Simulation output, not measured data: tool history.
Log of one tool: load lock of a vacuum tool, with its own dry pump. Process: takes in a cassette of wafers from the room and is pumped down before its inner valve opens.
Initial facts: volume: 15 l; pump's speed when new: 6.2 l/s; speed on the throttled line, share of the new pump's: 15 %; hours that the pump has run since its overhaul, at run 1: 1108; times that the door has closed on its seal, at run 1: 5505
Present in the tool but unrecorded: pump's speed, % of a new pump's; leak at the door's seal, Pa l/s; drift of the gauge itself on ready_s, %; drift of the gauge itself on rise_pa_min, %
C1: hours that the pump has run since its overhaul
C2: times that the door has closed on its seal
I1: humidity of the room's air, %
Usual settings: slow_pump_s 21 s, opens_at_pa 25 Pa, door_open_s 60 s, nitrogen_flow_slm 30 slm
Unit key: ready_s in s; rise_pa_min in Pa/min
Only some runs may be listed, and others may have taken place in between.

Run 1, day 0: usual settings; C1 1108; C2 5505; I1 42.7. Result: ready_s 38.8 s, rise_pa_min 0.049 Pa/min.
Run 2, day 2.888: usual settings; C1 1177; C2 5647; I1 46.7. Result: ready_s 38.1 s, rise_pa_min 0.057 Pa/min.
Run 3, day 5.612: usual settings but door_open_s 56 s; C1 1242; C2 5782; I1 46.5. Result: ready_s 38.2 s, rise_pa_min 0.049 Pa/min.
Run 4, day 10.304: usual settings but opens_at_pa 31 Pa, door_open_s 56 s; C1 1355; C2 6013; I1 47.5. Result: ready_s 37.5 s, rise_pa_min 0.052 Pa/min.
Run 5, day 15.5: usual settings but opens_at_pa 39 Pa; C1 1480; C2 6269; I1 46.1. Result: ready_s 37.1 s, rise_pa_min 0.056 Pa/min.
Run 6, day 19.058: usual settings but opens_at_pa 23 Pa; C1 1565; C2 6445; I1 46.7. Result: ready_s 38 s, rise_pa_min 0.055 Pa/min.
Run 7, day 23.433: usual settings but opens_at_pa 41 Pa; C1 1670; C2 6660; I1 48. Result: ready_s 36.8 s, rise_pa_min 0.057 Pa/min.
Run 8, day 29.008: usual settings; C1 1804; C2 6935; I1 44.9. Result: ready_s 38.6 s, rise_pa_min 0.057 Pa/min.
Run 9, day 34.954: usual settings but opens_at_pa 39 Pa; C1 1947; C2 7228; I1 46.7. Result: ready_s 37 s, rise_pa_min 0.058 Pa/min.
Run 10, day 41.033: usual settings; C1 2092; C2 7528; I1 45.3. Result: ready_s 37.9 s, rise_pa_min 0.056 Pa/min.
Run 11, day 46.762: usual settings; C1 2230; C2 7810; I1 46.6. Result: ready_s 38 s, rise_pa_min 0.052 Pa/min.
Run 12, day 51.833: usual settings but slow_pump_s 27 s; C1 2352; C2 8061; I1 45.1. Result: ready_s 43.5 s, rise_pa_min 0.055 Pa/min.
Run 13, day 55.675: usual settings but slow_pump_s 27 s; C1 2444; C2 8250; I1 48.4. Result: ready_s 43.7 s, rise_pa_min 0.057 Pa/min.
Run 14, day 60.479: usual settings but slow_pump_s 27 s; C1 2559; C2 8487; I1 42.9. Result: ready_s 43.1 s, rise_pa_min 0.052 Pa/min.
Run 15, day 64.067: usual settings; C1 2645; C2 8664; I1 46.8. Result: ready_s 38.1 s, rise_pa_min 0.054 Pa/min.
Run 16, day 68.121: usual settings; C1 2742; C2 8864; I1 44. Result: ready_s 37.8 s, rise_pa_min 0.05 Pa/min.
Run 17, day 73.35: usual settings but slow_pump_s 31 s; C1 2868; C2 9121; I1 45.6. Result: ready_s 47.2 s, rise_pa_min 0.049 Pa/min.
Run 18, day 77.425: usual settings but slow_pump_s 13 s; C1 2966; C2 9322; I1 43.9. Result: ready_s 31.2 s, rise_pa_min 0.053 Pa/min.
Run 19, day 82.346: usual settings but slow_pump_s 13 s; C1 3084; C2 9565; I1 45.2. Result: ready_s 31.1 s, rise_pa_min 0.051 Pa/min.
Run 20, day 87.233: usual settings but slow_pump_s 15 s, nitrogen_flow_slm 21 slm; C1 3201; C2 9806; I1 46.6. Result: ready_s 32.8 s, rise_pa_min 0.062 Pa/min.
Run 21, day 92.733: usual settings but slow_pump_s 15 s, nitrogen_flow_slm 21 slm; C1 3333; C2 10077; I1 40.7. Result: ready_s 32.5 s, rise_pa_min 0.053 Pa/min.
Run 22, day 97.7: usual settings but slow_pump_s 15 s, nitrogen_flow_slm 21 slm; C1 3452; C2 10322; I1 46.5. Result: ready_s 32.9 s, rise_pa_min 0.064 Pa/min.
Run 23, day 103.071: usual settings but slow_pump_s 15 s, nitrogen_flow_slm 21 slm; C1 3581; C2 10587; I1 45.9. Result: ready_s 32.5 s, rise_pa_min 0.062 Pa/min.
Run 24, day 106.2: usual settings but slow_pump_s 18 s, opens_at_pa 22 Pa, nitrogen_flow_slm 18 slm; C1 3656; C2 10741; I1 43.1. Result: ready_s 36.3 s, rise_pa_min 0.06 Pa/min.
Run 25, day 108.858: usual settings but opens_at_pa 28 Pa, door_open_s 56 s; C1 3720; C2 10872; I1 47.6. Result: ready_s 38.4 s, rise_pa_min 0.062 Pa/min.
Run 26, day 112.675: usual settings but slow_pump_s 32 s, door_open_s 98 s; C1 3812; C2 11060; I1 46.8. Result: ready_s 47.4 s, rise_pa_min 0.066 Pa/min.
Run 27, day 118.179: usual settings but door_open_s 212 s; C1 3944; C2 11332; I1 48.3. Result: ready_s 38 s, rise_pa_min 0.087 Pa/min.
Run 28, day 123.583: usual settings but slow_pump_s 10 s, opens_at_pa 30 Pa, door_open_s 229 s, nitrogen_flow_slm 19 slm; C1 4074; C2 11598; I1 46.5. Result: ready_s 27.7 s, rise_pa_min 0.105 Pa/min.
Run 29, day 129.421: usual settings but slow_pump_s 18 s; C1 4214; C2 11886; I1 43.2. Result: ready_s 35 s, rise_pa_min 0.05 Pa/min.
Run 30, day 135.5: usual settings but slow_pump_s 29 s, opens_at_pa 39 Pa, door_open_s 155 s, nitrogen_flow_slm 4 slm; C1 4360; C2 12185; I1 41.3. Result: ready_s 44.3 s, rise_pa_min 0.112 Pa/min.
Run 31, day 138.354: usual settings but slow_pump_s 29 s, opens_at_pa 39 Pa, door_open_s 155 s, nitrogen_flow_slm 4 slm; C1 4428; C2 12326; I1 46.9. Result: ready_s 43.4 s, rise_pa_min 0.124 Pa/min.
Run 32, day 141.988: usual settings but opens_at_pa 22 Pa, door_open_s 43 s; C1 4515; C2 12505; I1 41.6. Result: ready_s 39 s, rise_pa_min 0.047 Pa/min.
Run 33, day 146.954: usual settings but opens_at_pa 27 Pa, door_open_s 43 s, nitrogen_flow_slm 26 slm; C1 4634; C2 12750; I1 44.3. Result: ready_s 37.9 s, rise_pa_min 0.046 Pa/min.
Run 34, day 152.429: usual settings but opens_at_pa 27 Pa, door_open_s 43 s, nitrogen_flow_slm 26 slm; C1 4766; C2 13020; I1 45. Result: ready_s 37.3 s, rise_pa_min 0.052 Pa/min.
Run 35, day 155.467: usual settings but slow_pump_s 33 s, opens_at_pa 35 Pa, door_open_s 32 s, nitrogen_flow_slm 20 slm; C1 4839; C2 13170; I1 47.3. Result: ready_s 47 s, rise_pa_min 0.049 Pa/min.
Run 36, day 159.033: usual settings but door_open_s 77 s, nitrogen_flow_slm 5 slm; C1 4924; C2 13346; I1 46.8. Result: ready_s 37.8 s, rise_pa_min 0.096 Pa/min.
Run 37, day 162.325: usual settings but slow_pump_s 30 s, opens_at_pa 20 Pa, door_open_s 69 s, nitrogen_flow_slm 4 slm; C1 5003; C2 13508; I1 45.6. Result: ready_s 45.7 s, rise_pa_min 0.087 Pa/min.

4 options for the next run, each taken on its own from the tool as it stands now. Forecast them:
Run A, day 166.521: usual settings but slow_pump_s 17 s, door_open_s 45 s, nitrogen_flow_slm 34 slm; C1 5104; C2 13715; I1 43.6. Result: ready_s ?, rise_pa_min ?.
Run B, day 166.521: usual settings but opens_at_pa 23 Pa, nitrogen_flow_slm 6 slm; C1 5104; C2 13715; I1 41.7. Result: ready_s ?, rise_pa_min ?.
Run C, day 166.521: usual settings but slow_pump_s 18 s, opens_at_pa 20 Pa, door_open_s 69 s, nitrogen_flow_slm 4 slm; C1 5104; C2 13715; I1 44.4. Result: ready_s ?, rise_pa_min ?.
Run D, day 166.521: usual settings but opens_at_pa 20 Pa, nitrogen_flow_slm 14 slm; C1 5104; C2 13715; I1 45.9. Result: ready_s ?, rise_pa_min ?.

run  ready_s  rise_pa_min
  A     34.7        0.044
  B     38.1        0.074
  C     36.1        0.095
  D     37.5        0.074
Stripped of hidden state, with their random variation kept, the same runs would have yielded:
run  ready_s  rise_pa_min
  A     34.7        0.044
  B     38.1        0.074
  C     36.1        0.094
  D     37.5        0.073
